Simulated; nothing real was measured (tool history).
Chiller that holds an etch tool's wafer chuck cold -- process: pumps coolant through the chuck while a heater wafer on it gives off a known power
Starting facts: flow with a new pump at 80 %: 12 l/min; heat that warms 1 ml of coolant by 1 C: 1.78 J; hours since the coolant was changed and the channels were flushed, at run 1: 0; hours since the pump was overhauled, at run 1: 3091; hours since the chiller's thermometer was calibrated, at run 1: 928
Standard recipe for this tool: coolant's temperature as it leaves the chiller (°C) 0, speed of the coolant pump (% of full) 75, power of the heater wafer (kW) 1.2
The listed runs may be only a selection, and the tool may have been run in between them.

run    hour  coolant's temperature as it leaves the chiller (°C)  speed of the coolant pump (% of full)  power of the heater wafer (kW)  hours since the coolant was changed and the channels were flushed  hours since the pump was overhauled  hours since the chiller's thermometer was calibrated  chuck's temperature once it has settled (°C)  how much warmer the coolant comes back (C)
  1       0                                                    0                                     75                             1.2                                                                  0                                 3091                                                   928                                           8.7                                        3.86
  2    62.8                                                    0                                     75                             1.2                                                                 63                                 3153                                                   991                                           8.6                                        3.88
  3   181.3                                                    0                                     75                           1.016                                                                181                                 3272                                                  1109                                           7.1                                        3.31
  4     292                                                   -7                                     75                             1.2                                                                292                                 3383                                                  1220                                           1.6                                        3.91
  5   367.6                                                   -7                                     75                             1.2                                                                368                                 3458                                                  1295                                           1.7                                        3.84
  6   428.6                                                   -7                                     75                             1.2                                                                429                                 3519                                                  1356                                           1.5                                        3.92
  7   486.8                                                    0                                     75                             1.2                                                                487                                 3577                                                  1415                                           8.6                                        3.87
  8     591                                                    0                                     75                             1.2                                                                591                                 3682                                                  1519                                           8.6                                         3.9
  9   665.1                                                    0                                     75                             1.2                                                                665                                 3756                                                  1593                                           8.8                                        3.93
 10   765.7                                                   -1                                     75                             1.2                                                                766                                 3856                                                  1694                                           7.6                                        3.95
      778.1  -- chiller's thermometer calibrated
 11   846.2                                                   -1                                     75                             1.2                                                                845                                 3936                                                    68                                           7.6                                        3.96
 12   955.3                                                    5                                     75                           0.651                                                                954                                 4045                                                   177                                           9.5                                        2.15
 13    1069                                                   10                                     65                            0.63                                                               1068                                 4159                                                   291                                          14.9                                        2.41
 14  1181.1                                                   10                                     65                            0.63                                                               1180                                 4271                                                   403                                          14.8                                        2.45
       1209  -- chiller's thermometer calibrated, once more
 15  1253.7                                                   -6                                     62                           0.834                                                               1252                                 4342                                                    45                                           1.5                                         3.4

Here are 4 independent what-if runs from the current tool condition. What would each one return?
  A  1344.4                                                    8                                     94                           1.699                                                               1342                                 4433                                                   135                                             ?                                           ?
  B  1344.4                                                   -6                                     62                           1.683                                                               1342                                 4433                                                   135                                             ?                                           ?
  C  1344.4                                                    0                                     91                           1.557                                                               1342                                 4433                                                   135                                             ?                                           ?
  D  1344.4                                                   -6                                     62                           1.789                                                               1342                                 4433                                                   135                                             ?                                           ?

run  chuck's temperature once it has settled (°C)  how much warmer the coolant comes back (C)
  A                                          18.9                                        4.43
  B                                           9.1                                        6.86
  C                                          10.4                                        4.15
  D                                            10                                         7.3
Without the tool's unlogged condition, the same runs would have read:
run  chuck's temperature once it has settled (°C)  how much warmer the coolant comes back (C)
  A                                          17.7                                        4.02
  B                                           7.4                                        6.23
  C                                           9.2                                        3.77
  D                                           8.2                                        6.64
